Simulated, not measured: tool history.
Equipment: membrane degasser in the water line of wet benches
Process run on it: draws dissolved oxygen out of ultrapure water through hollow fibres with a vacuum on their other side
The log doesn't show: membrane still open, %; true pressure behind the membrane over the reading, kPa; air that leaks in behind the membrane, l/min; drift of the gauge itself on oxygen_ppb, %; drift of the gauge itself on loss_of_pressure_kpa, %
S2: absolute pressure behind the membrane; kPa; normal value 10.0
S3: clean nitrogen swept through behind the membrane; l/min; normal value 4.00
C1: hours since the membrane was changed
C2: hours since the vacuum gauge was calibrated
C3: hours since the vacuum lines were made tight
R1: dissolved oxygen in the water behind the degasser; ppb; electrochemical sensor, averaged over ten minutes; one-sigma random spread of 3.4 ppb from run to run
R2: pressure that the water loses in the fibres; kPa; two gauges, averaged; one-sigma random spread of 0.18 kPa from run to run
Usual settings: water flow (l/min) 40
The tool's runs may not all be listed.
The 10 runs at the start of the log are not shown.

Run 11, hour 741.4: usual settings but S2 13.7 kPa; C1 1093; C2 1829; C3 947. Result: R1 418.9 ppb, R2 35.91 kPa.
Run 12, hour 834.3: usual settings but water flow (l/min) 43, S2 13.7 kPa; C1 1186; C2 1921; C3 1040. Result: R1 473.5 ppb, R2 38.80 kPa.
Run 13, hour 911.4: usual settings but water flow (l/min) 43, S2 13.7 kPa; C1 1263; C2 1999; C3 1117. Result: R1 473.9 ppb, R2 38.62 kPa.
Run 14, hour 961.3: usual settings but water flow (l/min) 43, S2 13.7 kPa; C1 1313; C2 2048; C3 1167. Result: R1 469.5 ppb, R2 38.64 kPa.
Run 15, hour 1013.7: usual settings but water flow (l/min) 43, S2 13.7 kPa; C1 1366; C2 2101; C3 1219. Result: R1 483.9 ppb, R2 39.10 kPa.
Run 16, hour 1089.7: usual settings; C1 1442; C2 2177; C3 1295. Result: R1 339.9 ppb, R2 36.50 kPa.
Run 17, hour 1137.7: usual settings; C1 1490; C2 2225; C3 1343. Result: R1 342.8 ppb, R2 36.51 kPa.
At hour 1161.9: gauge calibrated.
Run 18, hour 1198.3: usual settings but water flow (l/min) 38, S3 10.66 l/min; C1 1550; C2 2285; C3 1404. Result: R1 216.5 ppb, R2 33.59 kPa.
Run 19, hour 1288.8: usual settings but water flow (l/min) 38, S3 10.66 l/min; C1 1641; C2 2376; C3 1494. Result: R1 222.0 ppb, R2 33.58 kPa.
Run 20, hour 1377.5: usual settings but water flow (l/min) 38, S3 10.66 l/min; C1 1729; C2 2465; C3 1583. Result: R1 215.5 ppb, R2 33.71 kPa.
Run 21, hour 1458.2: usual settings but water flow (l/min) 31, S2 8.0 kPa, S3 1.81 l/min; C1 1810; C2 2545; C3 1664. Result: R1 262.8 ppb, R2 27.74 kPa.
Run 22, hour 1503.1: usual settings but water flow (l/min) 39, S2 15.1 kPa, S3 2.35 l/min; C1 1855; C2 2590; C3 1709. Result: R1 585.8 ppb, R2 34.45 kPa.
Run 23, hour 1556.9: usual settings but water flow (l/min) 39, S2 7.4 kPa, S3 2.35 l/min; C1 1909; C2 2644; C3 1762. Result: R1 325.6 ppb, R2 34.74 kPa.
Run 24, hour 1648.1: usual settings but water flow (l/min) 39, S2 7.4 kPa, S3 2.35 l/min; C1 2000; C2 2735; C3 1854. Result: R1 328.0 ppb, R2 34.73 kPa.
Run 25, hour 1745.5: usual settings but water flow (l/min) 39, S2 7.4 kPa, S3 2.35 l/min; C1 2097; C2 2833; C3 1951. Result: R1 325.2 ppb, R2 34.74 kPa.
Run 26, hour 1848.2: usual settings but water flow (l/min) 26, S2 17.7 kPa, S3 7.76 l/min; C1 2200; C2 2935; C3 2054. Result: R1 160.2 ppb, R2 23.54 kPa.
Run 27, hour 1925.7: usual settings but S2 18.1 kPa, S3 10.72 l/min; C1 2278; C2 3013; C3 2131. Result: R1 316.3 ppb, R2 36.27 kPa.
Run 28, hour 1992.7: usual settings but S2 18.1 kPa, S3 10.72 l/min; C1 2345; C2 3080; C3 2198. Result: R1 317.6 ppb, R2 36.21 kPa.
Run 29, hour 2086.8: usual settings but S2 9.0 kPa, S3 3.24 l/min; C1 2439; C2 3174; C3 2292. Result: R1 352.5 ppb, R2 35.96 kPa.
Run 30, hour 2143.5: usual settings but S2 20.0 kPa, S3 4.28 l/min; C1 2495; C2 3231; C3 2349. Result: R1 521.4 ppb, R2 35.73 kPa.
Run 31, hour 2224.0: usual settings but water flow (l/min) 44, S2 20.2 kPa, S3 11.49 l/min; C1 2576; C2 3311; C3 2429. Result: R1 390.2 ppb, R2 39.77 kPa.
Run 32, hour 2305.8: usual settings but S3 7.76 l/min; C1 2658; C2 3393; C3 2511. Result: R1 269.9 ppb, R2 36.39 kPa.
Run 33, hour 2356.4: usual settings but water flow (l/min) 29, S2 17.3 kPa; C1 2708; C2 3444; C3 2562. Result: R1 296.5 ppb, R2 26.51 kPa.

Branching from run 33: 3 alternative next runs. What would each branch give?
Run A, hour 2445.2: usual settings but S2 7.8 kPa, S3 3.05 l/min; C1 2797; C2 3532; C3 2651. Result: R1 ?, R2 ?.
Run B, hour 2445.2: usual settings but water flow (l/min) 29, S2 17.3 kPa, S3 9.45 l/min; C1 2797; C2 3532; C3 2651. Result: R1 ?, R2 ?.
Run C, hour 2445.2: usual settings but water flow (l/min) 29, S2 6.7 kPa, S3 2.71 l/min; C1 2797; C2 3532; C3 2651. Result: R1 ?, R2 ?.

run     R1     R2
  A  321.7  36.37
  B  169.7  26.25
  C  152.1  26.36
Take away the tool's hidden state, keep each run's random variation, and the runs would have read:
run     R1     R2
  A  321.0  35.28
  B  169.3  25.46
  C  151.6  25.58

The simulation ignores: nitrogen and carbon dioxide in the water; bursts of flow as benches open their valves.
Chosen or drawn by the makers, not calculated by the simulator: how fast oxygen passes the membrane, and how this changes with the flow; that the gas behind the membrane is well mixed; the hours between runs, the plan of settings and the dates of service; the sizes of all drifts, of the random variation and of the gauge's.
